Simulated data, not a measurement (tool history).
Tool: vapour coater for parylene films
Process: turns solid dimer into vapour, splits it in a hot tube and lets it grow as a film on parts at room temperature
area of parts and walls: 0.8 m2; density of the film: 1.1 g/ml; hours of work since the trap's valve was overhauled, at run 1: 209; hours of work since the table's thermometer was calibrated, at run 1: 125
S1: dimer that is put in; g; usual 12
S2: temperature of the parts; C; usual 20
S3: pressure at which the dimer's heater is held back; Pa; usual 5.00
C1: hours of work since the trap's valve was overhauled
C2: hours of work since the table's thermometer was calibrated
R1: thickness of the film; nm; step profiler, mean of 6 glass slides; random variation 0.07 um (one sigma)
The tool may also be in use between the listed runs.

run,hour,S1,S2,S3,C1,C2,R1
1,0.0,12,20,5.00,209,125,7920
2,12.4,12,20,5.00,219,135,8050
3,26.2,19,20,5.00,230,146,12680
4,39.3,19,20,5.00,240,157,12610
5,49.7,19,20,5.00,248,165,12540
6,62.9,19,20,4.73,259,176,12570
7,77.0,19,20,4.73,270,187,12530
8,85.3,19,20,4.73,277,194,12480
9,91.9,9,20,5.00,282,199,5870
10,100.6,9,20,5.00,289,206,5770
11,114.2,12,21,5.00,300,217,7480
12,127.0,12,20,3.31,310,227,8520
13,138.8,12,20,3.31,320,236,8650
14,145.7,12,20,3.31,325,242,8420
15,153.7,9,20,5.00,332,248,5710
16,161.4,9,20,5.00,338,254,5680
17,169.4,9,20,5.00,344,261,5840
18,180.9,9,20,5.00,353,270,5680
19,193.3,12,20,5.00,363,280,7610
20,205.8,12,20,2.20,373,290,9100
21,220.6,7,24,6.41,385,302,3810
22,228.1,14,22,3.48,391,308,9020
23,237.5,8,20,6.68,399,315,4680
24,252.7,8,20,5.71,411,328,4900
25,263.7,7,17,2.85,420,336,5280
26,276.9,7,17,2.85,430,347,5330
27,291.6,8,28,2.82,442,359,4680
28,304.7,13,14,5.85,453,369,9120
29,311.6,10,29,5.00,458,375,4970
30,322.2,10,29,5.00,467,383,4940
31,329.5,16,20,2.62,472,389,11470
32,338.7,12,20,5.00,480,396,7410
33,350.7,9,20,9.06,489,406,4960
34,366.1,8,20,5.70,502,418,4790
35,381.7,18,19,5.00,514,431,11350
36,397.1,18,19,5.00,527,443,11260
37,406.4,7,14,5.00,534,451,4910
38,419.3,7,29,5.00,544,461,3440
39,433.2,7,21,11.11,555,472,3510

The same runs without the tool's hidden state, with the same run-to-run variation:
The hidden state here: vapour lost through the trap's worn valve, %; true temperature of the parts over the reading, C; drift of the gauge itself on film_um, %.
run,R1
1,8340
2,8500
3,13430
4,13390
5,13350
6,13410
7,13410
8,13380
9,6300
10,6200
11,8070
12,9210
13,9380
14,9140
15,6220
16,6180
17,6370
18,6220
19,8350
20,10010
21,4200
22,9960
23,5180
24,5440
25,5880
26,5950
27,5240
28,10230
29,5590
30,5560
31,12930
32,8380
33,5620
34,5450
35,12940
36,12880
37,5630
38,3950
39,4050
